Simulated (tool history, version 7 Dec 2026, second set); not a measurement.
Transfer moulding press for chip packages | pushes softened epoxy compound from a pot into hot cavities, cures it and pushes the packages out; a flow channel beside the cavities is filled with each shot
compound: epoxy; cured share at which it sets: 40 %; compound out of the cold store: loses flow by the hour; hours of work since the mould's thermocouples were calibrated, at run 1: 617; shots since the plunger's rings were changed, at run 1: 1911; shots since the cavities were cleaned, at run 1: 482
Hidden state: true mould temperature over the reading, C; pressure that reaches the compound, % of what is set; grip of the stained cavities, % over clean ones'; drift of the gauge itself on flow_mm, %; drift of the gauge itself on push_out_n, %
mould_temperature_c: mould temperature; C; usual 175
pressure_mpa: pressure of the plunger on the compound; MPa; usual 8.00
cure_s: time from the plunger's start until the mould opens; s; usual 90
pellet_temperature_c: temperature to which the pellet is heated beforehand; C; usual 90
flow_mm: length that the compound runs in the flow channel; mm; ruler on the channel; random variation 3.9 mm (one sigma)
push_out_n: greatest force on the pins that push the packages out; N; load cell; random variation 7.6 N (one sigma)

run,hour,mould_temperature_c,pressure_mpa,cure_s,pellet_temperature_c,hours of work since the mould's thermocouples were calibrated,shots since the plunger's rings were changed,shots since the cavities were cleaned,incoming compound's hours out of the cold store,flow_mm,push_out_n
1,0.0,175,8.00,90,90,617,1911,482,25.0,892,554
2,15.2,175,8.00,90,90,626,2070,641,42.6,844,569
3,35.7,175,8.00,90,90,638,2285,856,41.1,840,621
# hour 47.6: cavities cleaned with cleaning compound and waxed
4,55.9,175,8.00,90,90,649,2481,87,25.0,877,389
5,87.0,177,8.00,90,90,667,2807,413,44.4,819,476
6,115.6,175,6.10,90,90,684,3107,713,36.5,731,593
# hour 141.1: cavities cleaned with cleaning compound and waxed
7,141.1,173,7.38,91,90,698,3359,0,25.7,837,364
8,169.5,168,8.64,120,81,715,3656,297,21.5,934,479
9,193.7,176,9.67,83,90,729,3910,551,39.5,897,603
# hour 218.9: mould's thermocouples calibrated
10,231.5,174,8.00,73,95,7,4285,926,16.1,888,1004
# hour 238.0: cavities cleaned with cleaning compound and waxed
# hour 242.8: plunger's sealing rings changed
11,252.7,174,8.00,90,92,18,103,127,28.1,897,400

Hidden state at the last listed run before each entry between runs and at the first one after, where it differs:
Between runs 3 and 4: cavities cleaned with cleaning compound and waxed (hour 47.6)
  true mould temperature over the reading, C: -0.87 -> -0.88; pressure that reaches the compound, % of what is set: 92.02 -> 91.41; grip of the stained cavities, % over clean ones': 93.7 -> 14.8
  measured less the result without the state, flow_mm: -33 -> -37 mm; push_out_n: +312 -> +61 N
Between runs 6 and 7: cavities cleaned with cleaning compound and waxed (hour 141.1)
  true mould temperature over the reading, C: -0.93 -> -0.95; pressure that reaches the compound, % of what is set: 89.37 -> 88.57; grip of the stained cavities, % over clean ones': 80 -> 2.1
  measured less the result without the state, flow_mm: -39 -> -49 mm; push_out_n: +272 -> +24 N
Between runs 9 and 10: mould's thermocouples calibrated (hour 218.9)
  true mould temperature over the reading, C: -1 -> 0; pressure that reaches the compound, % of what is set: 86.83 -> 85.57; grip of the stained cavities, % over clean ones': 70.4 -> 95.5
  measured less the result without the state, flow_mm: -63 -> -71 mm; push_out_n: +267 -> +494 N
Between runs 10 and 11: cavities cleaned with cleaning compound and waxed (hour 238.0); plunger's sealing rings changed (hour 242.8)
  true mould temperature over the reading, C: 0 -> -0.01; pressure that reaches the compound, % of what is set: 85.57 -> 98.5; grip of the stained cavities, % over clean ones': 95.5 -> 21.6
  measured less the result without the state, flow_mm: -71 -> -7 mm; push_out_n: +494 -> +71 N
